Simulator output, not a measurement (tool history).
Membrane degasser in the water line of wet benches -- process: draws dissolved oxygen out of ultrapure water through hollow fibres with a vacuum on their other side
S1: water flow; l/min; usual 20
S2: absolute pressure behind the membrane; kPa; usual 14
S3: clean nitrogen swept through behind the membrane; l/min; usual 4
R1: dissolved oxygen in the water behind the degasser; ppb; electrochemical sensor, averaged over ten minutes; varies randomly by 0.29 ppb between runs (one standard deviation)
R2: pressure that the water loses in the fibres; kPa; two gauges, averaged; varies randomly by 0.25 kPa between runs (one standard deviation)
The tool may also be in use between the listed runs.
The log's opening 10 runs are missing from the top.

run,day,S1,S2,S3,R1,R2
11,19.404,20,14,4,132.9,64.45
12,20.692,20,14,4,133.3,64.71
13,22.638,20,14,4,132.8,64.14
14,23.733,20,14,4,133.2,64.4
15,25.071,20,14,4,133.2,64.45
16,26.692,20,14,4,133.3,64.28
17,28.271,13,9.7,4,52.6,41.33
18,29.554,20,14,4.41,121.6,63.69
19,31.217,20,14,4.41,121.3,63.93

The next listed run, before its measurement:
20,32.308,20,14,4.41,?,?

{"run 20": {"R1": 121, "R2": 63.45}}
Take away the tool's hidden state, keep the run-to-run variation as it was, and the same run would have given R1 120.9 ppb, R2 65.03 kPa.

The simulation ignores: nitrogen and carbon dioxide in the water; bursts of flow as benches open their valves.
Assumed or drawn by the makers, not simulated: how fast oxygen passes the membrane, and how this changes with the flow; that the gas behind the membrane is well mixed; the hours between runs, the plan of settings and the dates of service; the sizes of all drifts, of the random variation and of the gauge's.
